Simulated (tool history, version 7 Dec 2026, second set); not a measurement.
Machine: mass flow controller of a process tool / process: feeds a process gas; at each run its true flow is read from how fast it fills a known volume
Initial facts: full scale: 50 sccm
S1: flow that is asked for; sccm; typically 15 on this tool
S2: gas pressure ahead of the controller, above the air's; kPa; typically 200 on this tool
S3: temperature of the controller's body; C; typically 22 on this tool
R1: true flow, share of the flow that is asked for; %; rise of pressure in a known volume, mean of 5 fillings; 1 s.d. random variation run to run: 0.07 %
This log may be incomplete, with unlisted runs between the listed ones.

| run | hour | S1 | S2 | S3 | R1 |
|---|---|---|---|---|---|
| 1 | 0.0 | 15 | 200 | 22 | 98.26 |
| 2 | 504.2 | 15 | 200 | 22 | 98.32 |
| 3 | 821.2 | 15 | 200 | 22 | 98.47 |
| 4 | 1350.7 | 15 | 200 | 22 | 98.69 |
| 5 | 1722.2 | 15 | 200 | 39 | 97.47 |
| 6 | 2078.8 | 15 | 200 | 39 | 97.71 |
| 7 | 2348.4 | 11 | 200 | 22 | 98.66 |
| 8 | 2811.5 | 15 | 200 | 22 | 99.22 |
| 9 | 3049.2 | 15 | 200 | 22 | 99.20 |
| 10 | 3405.7 | 15 | 200 | 22 | 99.33 |
| 11 | 3795.9 | 15 | 200 | 22 | 99.45 |
| 12 | 4037.8 | 6 | 200 | 22 | 99.07 |
| 13 | 4376.9 | 6 | 200 | 22 | 99.07 |
| 14 | 4764.4 | 6 | 200 | 22 | 99.19 |
| 15 | 5226.8 | 15 | 182 | 22 | 99.93 |
| 16 | 5575.7 | 15 | 182 | 22 | 100.26 |
| 17 | 6050.0 | 15 | 200 | 22 | 100.21 |
| 18 | 6381.7 | 15 | 200 | 22 | 100.24 |
| 19 | 6878.9 | 15 | 219 | 22 | 100.38 |
|  | 7362.8 | gauge calibrated |
| 20 | 7377.6 | 15 | 200 | 22 | 98.06 |
|  | 7528.5 | controller exchanged for a calibrated one |
| 21 | 7886.3 | 15 | 210 | 22 | 98.42 |
| 22 | 8298.5 | 15 | 200 | 22 | 98.67 |
| 23 | 8794.1 | 15 | 200 | 22 | 98.62 |
| 24 | 9173.7 | 15 | 200 | 22 | 98.79 |
| 25 | 9466.0 | 9 | 210 | 23 | 98.40 |
| 26 | 9769.1 | 9 | 210 | 23 | 98.57 |

What does the tool deliver on the next run?
| 27 | 10162.1 | 9 | 217 | 22 | ? |

For run 27 the tool returned R1 98.67 %.
Without the tool's hidden state the same run would have given R1 97.78 %.
